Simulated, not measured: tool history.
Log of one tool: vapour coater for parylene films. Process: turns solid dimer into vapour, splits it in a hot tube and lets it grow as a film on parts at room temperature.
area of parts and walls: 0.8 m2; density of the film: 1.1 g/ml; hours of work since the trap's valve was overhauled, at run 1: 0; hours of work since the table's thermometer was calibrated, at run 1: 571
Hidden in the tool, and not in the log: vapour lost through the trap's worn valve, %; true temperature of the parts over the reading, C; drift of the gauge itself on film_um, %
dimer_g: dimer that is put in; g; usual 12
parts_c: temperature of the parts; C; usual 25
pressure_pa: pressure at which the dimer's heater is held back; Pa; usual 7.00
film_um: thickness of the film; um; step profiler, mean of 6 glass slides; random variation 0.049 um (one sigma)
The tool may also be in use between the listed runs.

| run | hour | dimer_g | parts_c | pressure_pa | hours of work since the trap's valve was overhauled | hours of work since the table's thermometer was calibrated | film_um |
|---|---|---|---|---|---|---|---|
| 1 | 0.0 | 12 | 25 | 7.00 | 0 | 571 | 7.26 |
| 2 | 31.1 | 12 | 25 | 7.00 | 20 | 591 | 7.22 |
| 3 | 57.4 | 12 | 25 | 7.00 | 37 | 608 | 7.16 |
| 4 | 79.0 | 12 | 25 | 7.00 | 51 | 622 | 7.09 |
| 5 | 94.9 | 12 | 25 | 7.00 | 61 | 632 | 7.15 |
| 6 | 120.2 | 12 | 25 | 7.00 | 77 | 648 | 6.99 |
| 7 | 140.4 | 12 | 25 | 7.00 | 90 | 661 | 7.06 |
| 8 | 162.7 | 12 | 25 | 7.00 | 105 | 676 | 6.94 |
| 9 | 197.1 | 12 | 25 | 7.00 | 127 | 698 | 6.90 |
| 10 | 228.5 | 12 | 25 | 7.00 | 147 | 718 | 6.85 |
| 11 | 261.5 | 12 | 18 | 7.00 | 168 | 739 | 8.33 |
| 12 | 290.2 | 9 | 25 | 7.00 | 187 | 758 | 5.06 |
| 13 | 315.5 | 9 | 25 | 7.00 | 203 | 774 | 5.01 |
| 14 | 342.0 | 13 | 19 | 7.00 | 220 | 791 | 8.63 |
|  | 345.5 | table's thermometer calibrated |
| 15 | 371.8 | 10 | 25 | 7.00 | 238 | 17 | 5.47 |
| 16 | 391.1 | 10 | 25 | 7.00 | 251 | 29 | 5.49 |
| 17 | 405.6 | 10 | 25 | 7.00 | 260 | 39 | 5.48 |
| 18 | 438.8 | 10 | 25 | 7.00 | 281 | 60 | 5.38 |
| 19 | 469.2 | 12 | 26 | 7.00 | 301 | 80 | 6.17 |
| 20 | 495.9 | 7 | 33 | 3.93 | 318 | 97 | 3.01 |
| 21 | 513.3 | 19 | 25 | 7.00 | 329 | 108 | 10.13 |
|  | 529.9 | trap's valve overhauled |
|  | 533.8 | table's thermometer calibrated, once more |
| 22 | 537.3 | 12 | 31 | 7.00 | 4 | 2 | 6.04 |
| 23 | 555.7 | 15 | 31 | 2.22 | 16 | 14 | 8.01 |
| 24 | 573.4 | 15 | 31 | 2.22 | 27 | 25 | 7.90 |
| 25 | 600.8 | 10 | 25 | 8.56 | 45 | 43 | 5.71 |

5 ways to go on from here, each from the tool as it stands after run 25. What would each give?
| A | 618.8 | 13 | 25 | 2.48 | 57 | 55 | ? |
| B | 618.8 | 7 | 27 | 10.77 | 57 | 55 | ? |
| C | 618.8 | 18 | 25 | 5.89 | 57 | 55 | ? |
| D | 618.8 | 9 | 25 | 2.53 | 57 | 55 | ? |
| E | 618.8 | 20 | 25 | 4.40 | 57 | 55 | ? |

| run | film_um |
|---|---|
| A | 7.97 |
| B | 3.78 |
| C | 10.59 |
| D | 5.50 |
| E | 11.89 |
Without the tool's hidden state the same runs would have given:
| run | film_um |
|---|---|
| A | 8.17 |
| B | 3.88 |
| C | 10.86 |
| D | 5.65 |
| E | 12.20 |
